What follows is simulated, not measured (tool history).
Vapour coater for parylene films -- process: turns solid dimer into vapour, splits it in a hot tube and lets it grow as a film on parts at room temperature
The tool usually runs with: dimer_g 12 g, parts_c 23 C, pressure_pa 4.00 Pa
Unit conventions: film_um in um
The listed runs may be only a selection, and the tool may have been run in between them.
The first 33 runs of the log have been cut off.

{"run": 34, "hour": 1261.7, "dimer_g": 5, "parts_c": 32, "pressure_pa": 9.58, "film_um": 2.02}
{"run": 35, "hour": 1297.9, "dimer_g": 20, "parts_c": 26, "pressure_pa": 9.99, "film_um": 9.39}
{"hour": 1311.8, "done": "trap's valve overhauled"}
{"run": 36, "hour": 1327.4, "dimer_g": 9, "parts_c": 16, "pressure_pa": 6.94, "film_um": 6.41}
{"run": 37, "hour": 1358.8, "dimer_g": 12, "parts_c": 23, "pressure_pa": 3.45, "film_um": 7.86}
{"run": 38, "hour": 1400.9, "dimer_g": 12, "parts_c": 23, "pressure_pa": 3.45, "film_um": 7.85}
{"run": 39, "hour": 1427.7, "dimer_g": 5, "parts_c": 23, "pressure_pa": 7.83, "film_um": 2.75}
{"run": 40, "hour": 1459.2, "dimer_g": 8, "parts_c": 18, "pressure_pa": 4.0, "film_um": 5.69}
{"run": 41, "hour": 1513.6, "dimer_g": 8, "parts_c": 30, "pressure_pa": 9.64, "film_um": 3.43}
{"run": 42, "hour": 1536.9, "dimer_g": 15, "parts_c": 32, "pressure_pa": 7.36, "film_um": 6.41}

Here are 4 independent what-if runs from the current tool condition. What would each one return?
{"run": "A", "hour": 1565.8, "dimer_g": 5, "parts_c": 34, "pressure_pa": 8.39, "film_um": "?"}
{"run": "B", "hour": 1565.8, "dimer_g": 8, "parts_c": 32, "pressure_pa": 3.9, "film_um": "?"}
{"run": "C", "hour": 1565.8, "dimer_g": 6, "parts_c": 23, "pressure_pa": 4.0, "film_um": "?"}
{"run": "D", "hour": 1565.8, "dimer_g": 9, "parts_c": 19, "pressure_pa": 2.35, "film_um": "?"}

run=A film_um=2.02
run=B film_um=3.84
run=C film_um=3.68
run=D film_um=6.77
Without the tool's hidden state the same runs would have given:
run=A film_um=2.13
run=B film_um=4.05
run=C film_um=3.89
run=D film_um=7.15
